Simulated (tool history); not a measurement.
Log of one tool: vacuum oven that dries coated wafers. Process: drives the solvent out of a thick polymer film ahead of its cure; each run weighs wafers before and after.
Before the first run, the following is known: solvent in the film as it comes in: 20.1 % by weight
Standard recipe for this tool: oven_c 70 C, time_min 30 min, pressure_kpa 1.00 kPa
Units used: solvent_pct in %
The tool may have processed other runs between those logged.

run   hour  oven_c  time_min  pressure_kpa  solvent_pct
  1    0.0      70        30          1.00         1.99
  2   51.7      70        30          1.41         2.24
  3   99.7      70        30          1.00         2.03
  4  155.2      70        30          1.00         2.03
  5  192.8      56        30          1.00         5.60
  6  244.9      56        30          1.00         5.77
  7  296.5      56        30          1.00         5.67
  8  332.5      68        30          1.00         2.39
  9  365.1      68        30          1.00         2.39
 10  413.5      70        30          1.00         2.08
 11  459.0      70        30          1.00         1.94

Here are 3 independent what-if runs from the current tool condition. What would each one return?
  A  491.6      70        30          2.73            ?
  B  491.6      70        30          1.83            ?
  C  491.6      72        27          2.16            ?

run  solvent_pct
  A         2.92
  B         2.49
  C         2.64
Without the tool's hidden state the same runs would have given:
run  solvent_pct
  A         2.92
  B         2.49
  C         2.63

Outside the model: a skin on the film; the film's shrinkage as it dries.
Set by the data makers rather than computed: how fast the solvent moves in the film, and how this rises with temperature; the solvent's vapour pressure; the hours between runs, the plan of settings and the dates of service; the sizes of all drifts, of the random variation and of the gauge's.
